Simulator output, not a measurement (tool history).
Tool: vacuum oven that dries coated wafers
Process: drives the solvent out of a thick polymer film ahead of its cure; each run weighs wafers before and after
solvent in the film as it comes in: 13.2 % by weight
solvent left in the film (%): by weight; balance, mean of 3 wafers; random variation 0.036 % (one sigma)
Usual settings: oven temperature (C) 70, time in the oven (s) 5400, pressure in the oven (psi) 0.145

Run 1, hour 0: usual settings. Result: solvent left in the film (%) 0.82.
Run 2, hour 111: usual settings but pressure in the oven (psi) 0.334. Result: solvent left in the film (%) 1.29.
Run 3, hour 159.1: usual settings but oven temperature (C) 79, pressure in the oven (psi) 0.334. Result: solvent left in the film (%) 0.6.
Run 4, hour 249.6: usual settings but oven temperature (C) 79, pressure in the oven (psi) 0.334. Result: solvent left in the film (%) 0.61.
Run 5, hour 332.3: usual settings but oven temperature (C) 79, pressure in the oven (psi) 0.334. Result: solvent left in the film (%) 0.67.
Run 6, hour 396.1: usual settings but oven temperature (C) 79, time in the oven (s) 5040, pressure in the oven (psi) 0.334. Result: solvent left in the film (%) 0.63.
Run 7, hour 508.5: usual settings but oven temperature (C) 79, time in the oven (s) 5040, pressure in the oven (psi) 0.334. Result: solvent left in the film (%) 0.65.
Run 8, hour 562.1: usual settings but pressure in the oven (psi) 0.381. Result: solvent left in the film (%) 1.44.
Run 9, hour 637.3: usual settings. Result: solvent left in the film (%) 0.9.
At hour 739: oven's thermocouples calibrated.
Run 10, hour 749.5: usual settings. Result: solvent left in the film (%) 0.88.
Run 11, hour 836.3: usual settings. Result: solvent left in the film (%) 0.83.
Run 12, hour 883: usual settings. Result: solvent left in the film (%) 0.82.
Run 13, hour 936.1: usual settings. Result: solvent left in the film (%) 0.93.
Run 14, hour 1022.5: usual settings but oven temperature (C) 83. Result: solvent left in the film (%) 0.25.
Run 15, hour 1077.8: usual settings but oven temperature (C) 83, time in the oven (s) 8040. Result: solvent left in the film (%) 0.26.
Run 16, hour 1140.5: usual settings but oven temperature (C) 83, time in the oven (s) 8040. Result: solvent left in the film (%) 0.22.
Run 17, hour 1202.2: usual settings but oven temperature (C) 83, time in the oven (s) 8040. Result: solvent left in the film (%) 0.23.
Run 18, hour 1273.4: usual settings but oven temperature (C) 83, time in the oven (s) 8040. Result: solvent left in the film (%) 0.2.
Run 19, hour 1364.3: usual settings but oven temperature (C) 83, time in the oven (s) 8040. Result: solvent left in the film (%) 0.21.
Run 20, hour 1458.7: usual settings but oven temperature (C) 83, time in the oven (s) 8040. Result: solvent left in the film (%) 0.26.
Run 21, hour 1558.5: usual settings but oven temperature (C) 83, time in the oven (s) 7740. Result: solvent left in the film (%) 0.26.
Run 22, hour 1606.2: usual settings but oven temperature (C) 83, time in the oven (s) 7740. Result: solvent left in the film (%) 0.17.
Run 23, hour 1670.2: usual settings but oven temperature (C) 71, time in the oven (s) 2820, pressure in the oven (psi) 0.094. Result: solvent left in the film (%) 2.17.
Run 24, hour 1723.6: usual settings but oven temperature (C) 71, time in the oven (s) 2820, pressure in the oven (psi) 0.094. Result: solvent left in the film (%) 2.16.
Run 25, hour 1791.7: usual settings but time in the oven (s) 4260, pressure in the oven (psi) 0.438. Result: solvent left in the film (%) 1.99.
Run 26, hour 1841.6: usual settings but oven temperature (C) 61, time in the oven (s) 4260, pressure in the oven (psi) 0.438. Result: solvent left in the film (%) 4.07.
Run 27, hour 1950.4: usual settings but oven temperature (C) 61, time in the oven (s) 4260, pressure in the oven (psi) 0.307. Result: solvent left in the film (%) 3.52.
Run 28, hour 2006.4: usual settings but oven temperature (C) 61, time in the oven (s) 4260, pressure in the oven (psi) 0.307. Result: solvent left in the film (%) 3.58.

Run 29 comes next. What will it give?
Run 29, hour 2118.4: usual settings but oven temperature (C) 62, pressure in the oven (psi) 0.241. Result: solvent left in the film (%) ?.

Run 29 gave solvent left in the film (%) 2.33.
Without the tool's hidden state the same run would have given solvent left in the film (%) 2.31.
